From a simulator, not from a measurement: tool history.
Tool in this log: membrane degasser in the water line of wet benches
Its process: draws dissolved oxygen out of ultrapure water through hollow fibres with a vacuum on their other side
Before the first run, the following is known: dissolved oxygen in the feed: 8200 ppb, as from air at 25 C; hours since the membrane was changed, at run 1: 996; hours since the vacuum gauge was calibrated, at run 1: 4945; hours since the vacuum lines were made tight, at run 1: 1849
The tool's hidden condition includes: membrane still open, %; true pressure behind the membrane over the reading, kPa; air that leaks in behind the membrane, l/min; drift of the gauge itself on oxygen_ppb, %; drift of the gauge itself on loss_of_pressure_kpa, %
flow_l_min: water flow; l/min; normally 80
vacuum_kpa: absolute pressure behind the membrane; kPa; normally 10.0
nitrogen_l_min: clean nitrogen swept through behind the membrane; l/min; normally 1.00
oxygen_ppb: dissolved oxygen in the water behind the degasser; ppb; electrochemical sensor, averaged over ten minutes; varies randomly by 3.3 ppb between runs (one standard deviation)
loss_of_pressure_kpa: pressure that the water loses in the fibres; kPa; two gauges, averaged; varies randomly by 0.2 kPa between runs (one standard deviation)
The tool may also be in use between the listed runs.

run    hour  flow_l_min  vacuum_kpa  nitrogen_l_min  hours since the membrane was changed  hours since the vacuum gauge was calibrated  hours since the vacuum lines were made tight  oxygen_ppb  loss_of_pressure_kpa
  1     0.0          80        10.0            1.00                                   996                                         4945                                          1849       936.0                 43.04
  2    55.8          80         9.3            1.00                                  1052                                         5001                                          1905       860.4                 42.95
  3    94.6          80         9.3            1.00                                  1091                                         5040                                          1944       855.0                 43.18
  4   144.9          80        10.0            1.00                                  1141                                         5090                                          1994       933.0                 43.01
  5   193.2          80        10.0            1.00                                  1190                                         5138                                          2042       937.1                 43.21
  6   217.0          80        10.0            1.00                                  1213                                         5162                                          2066       933.8                 43.14
  7   241.3          80        10.0            1.00                                  1238                                         5187                                          2090       932.2                 43.23
  8   273.2          80        10.0            1.00                                  1270                                         5218                                          2122       945.2                 43.14
  9   326.5          80        10.0            1.00                                  1323                                         5272                                          2176       938.6                 43.35
 10   385.8          80        10.0            1.00                                  1382                                         5331                                          2235       932.5                 43.42
 11   425.7          80        10.0            1.43                                  1422                                         5371                                          2275       753.3                 43.67
 12   456.5          80        10.0            1.43                                  1453                                         5402                                          2306       757.2                 43.34
 13   514.7          80        10.0            1.00                                  1511                                         5460                                          2364       935.8                 43.10
 14   541.9          80        10.0            1.00                                  1538                                         5487                                          2391       942.7                 43.22
 15   569.5          80        10.0            1.00                                  1566                                         5515                                          2419       935.7                 43.23
 16   622.0          80        10.0            1.00                                  1618                                         5567                                          2471       939.4                 43.40
 17   653.6          80        10.0            1.00                                  1650                                         5599                                          2503       937.0                 43.44
 18   688.4          80        10.0            1.00                                  1685                                         5634                                          2537       937.6                 43.44
 19   744.5         120        10.0            1.93                                  1741                                         5690                                          2594       931.5                 65.31
 20   798.1         120        13.1            1.63                                  1794                                         5743                                          2647      1317.0                 64.97
 21   834.7         120        13.1            1.63                                  1831                                         5780                                          2684      1318.2                 65.76
 22   871.3         120        13.1            1.63                                  1868                                         5817                                          2720      1330.6                 65.13
 23   915.0         105        10.0            1.31                                  1911                                         5860                                          2764      1010.3                 56.99
 24   941.1          80        14.9            1.00                                  1938                                         5886                                          2790      1464.8                 43.70
 25   997.0         121        18.8            3.00                                  1993                                         5942                                          2846      1315.8                 66.21
 26  1040.0          80         7.8            0.43                                  2036                                         5985                                          2889      1038.5                 43.50
 27  1085.6          80        17.5            2.43                                  2082                                         6031                                          2935       974.8                 43.52
 28  1112.0          73        11.8            1.00                                  2108                                         6057                                          2961      1068.4                 39.91
 29  1140.6          73        11.8            1.00                                  2137                                         6086                                          2990      1062.4                 40.08
 30  1190.5          73        11.8            1.00                                  2187                                         6136                                          3040      1062.9                 39.89
 31  1232.1          73        22.9            0.42                                  2229                                         6177                                          3081      3189.8                 39.62
 32  1270.1         115        14.4            1.21                                  2267                                         6215                                          3119      1647.4                 62.63
 33  1302.2          93        14.4            2.35                                  2299                                         6248                                          3151       944.3                 50.80

Results per run with the tool's hidden condition removed, run-to-run variation unchanged:
run  oxygen_ppb  loss_of_pressure_kpa
  1       912.3                 42.63
  2       835.7                 42.53
  3       830.2                 42.74
  4       908.5                 42.55
  5       912.1                 42.72
  6       908.7                 42.64
  7       907.0                 42.73
  8       919.4                 42.62
  9       912.7                 42.81
 10       906.4                 42.85
 11       730.4                 43.09
 12       734.0                 42.75
 13       908.8                 42.49
 14       915.2                 42.60
 15       908.3                 42.59
 16       911.5                 42.73
 17       908.9                 42.76
 18       909.3                 42.75
 19       899.6                 64.23
 20      1285.7                 63.87
 21      1286.6                 64.62
 22      1298.3                 63.98
 23       976.4                 55.96
 24      1438.9                 42.90
 25      1289.2                 64.96
 26       995.4                 42.67
 27       954.2                 42.66
 28      1040.7                 39.11
 29      1034.7                 39.27
 30      1034.9                 39.06
 31      3178.0                 38.78
 32      1611.9                 61.28
 33       918.3                 49.70
